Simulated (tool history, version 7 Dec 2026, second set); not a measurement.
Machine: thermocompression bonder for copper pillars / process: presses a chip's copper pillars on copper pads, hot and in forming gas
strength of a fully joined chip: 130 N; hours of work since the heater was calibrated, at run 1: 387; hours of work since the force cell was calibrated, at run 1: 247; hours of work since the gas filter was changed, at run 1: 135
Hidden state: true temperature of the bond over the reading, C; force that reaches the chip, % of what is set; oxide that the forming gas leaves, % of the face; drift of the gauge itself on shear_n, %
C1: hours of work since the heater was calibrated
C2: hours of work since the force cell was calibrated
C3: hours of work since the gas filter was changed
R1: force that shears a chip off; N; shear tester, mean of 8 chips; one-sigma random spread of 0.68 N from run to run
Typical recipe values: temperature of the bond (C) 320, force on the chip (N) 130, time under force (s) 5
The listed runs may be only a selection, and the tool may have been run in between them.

{"run": 1, "hour": 0.0, "temperature of the bond (C)": 320, "force on the chip (N)": 130, "time under force (s)": 5, "C1": 387, "C2": 247, "C3": 135, "R1": 40.2}
{"run": 2, "hour": 13.5, "temperature of the bond (C)": 320, "force on the chip (N)": 130, "time under force (s)": 5, "C1": 397, "C2": 257, "C3": 146, "R1": 39.8}
{"run": 3, "hour": 31.4, "temperature of the bond (C)": 320, "force on the chip (N)": 130, "time under force (s)": 5, "C1": 411, "C2": 271, "C3": 160, "R1": 39.3}
{"run": 4, "hour": 46.6, "temperature of the bond (C)": 320, "force on the chip (N)": 130, "time under force (s)": 5, "C1": 423, "C2": 283, "C3": 172, "R1": 40.4}
{"run": 5, "hour": 65.8, "temperature of the bond (C)": 320, "force on the chip (N)": 130, "time under force (s)": 5, "C1": 438, "C2": 298, "C3": 186, "R1": 39}
{"run": 6, "hour": 83.2, "temperature of the bond (C)": 320, "force on the chip (N)": 130, "time under force (s)": 5, "C1": 451, "C2": 311, "C3": 200, "R1": 39.2}
{"hour": 86.0, "done": "force cell calibrated"}
{"run": 7, "hour": 106.4, "temperature of the bond (C)": 320, "force on the chip (N)": 130, "time under force (s)": 5, "C1": 468, "C2": 16, "C3": 217, "R1": 38.3}
{"hour": 115.2, "done": "forming gas filter changed"}
{"run": 8, "hour": 120.9, "temperature of the bond (C)": 320, "force on the chip (N)": 121, "time under force (s)": 6, "C1": 479, "C2": 27, "C3": 4, "R1": 40.2}
{"run": 9, "hour": 133.0, "temperature of the bond (C)": 319, "force on the chip (N)": 130, "time under force (s)": 5, "C1": 488, "C2": 36, "C3": 14, "R1": 40.7}
{"hour": 139.2, "done": "force cell calibrated, once more"}
{"run": 10, "hour": 147.7, "temperature of the bond (C)": 319, "force on the chip (N)": 152, "time under force (s)": 4, "C1": 499, "C2": 7, "C3": 24, "R1": 41.9}
{"run": 11, "hour": 165.6, "temperature of the bond (C)": 334, "force on the chip (N)": 130, "time under force (s)": 4, "C1": 512, "C2": 20, "C3": 38, "R1": 44.5}
{"run": 12, "hour": 184.6, "temperature of the bond (C)": 307, "force on the chip (N)": 83, "time under force (s)": 5, "C1": 527, "C2": 35, "C3": 53, "R1": 22.2}
{"run": 13, "hour": 199.2, "temperature of the bond (C)": 307, "force on the chip (N)": 83, "time under force (s)": 5, "C1": 538, "C2": 46, "C3": 64, "R1": 21.4}
{"hour": 211.9, "done": "heater calibrated with a thermocouple chip"}
{"run": 14, "hour": 219.8, "temperature of the bond (C)": 307, "force on the chip (N)": 83, "time under force (s)": 5, "C1": 6, "C2": 61, "C3": 78, "R1": 24.3}

Forecast each of these 5 alternatives for the next run:
{"run": "A", "hour": 240.4, "temperature of the bond (C)": 307, "force on the chip (N)": 163, "time under force (s)": 5, "C1": 22, "C2": 77, "C3": 94, "R1": "?"}
{"run": "B", "hour": 240.4, "temperature of the bond (C)": 328, "force on the chip (N)": 162, "time under force (s)": 7, "C1": 22, "C2": 77, "C3": 94, "R1": "?"}
{"run": "C", "hour": 240.4, "temperature of the bond (C)": 292, "force on the chip (N)": 83, "time under force (s)": 5, "C1": 22, "C2": 77, "C3": 94, "R1": "?"}
{"run": "D", "hour": 240.4, "temperature of the bond (C)": 303, "force on the chip (N)": 106, "time under force (s)": 7, "C1": 22, "C2": 77, "C3": 94, "R1": "?"}
{"run": "E", "hour": 240.4, "temperature of the bond (C)": 301, "force on the chip (N)": 83, "time under force (s)": 5, "C1": 22, "C2": 77, "C3": 94, "R1": "?"}

run=A R1=44.8
run=B R1=66.1
run=C R1=19.7
run=D R1=33.4
run=E R1=22.4
Stripped of hidden state, with their random variation kept, the same runs would have yielded:
run=A R1=46.5
run=B R1=68.4
run=C R1=20.5
run=D R1=34.7
run=E R1=23.3
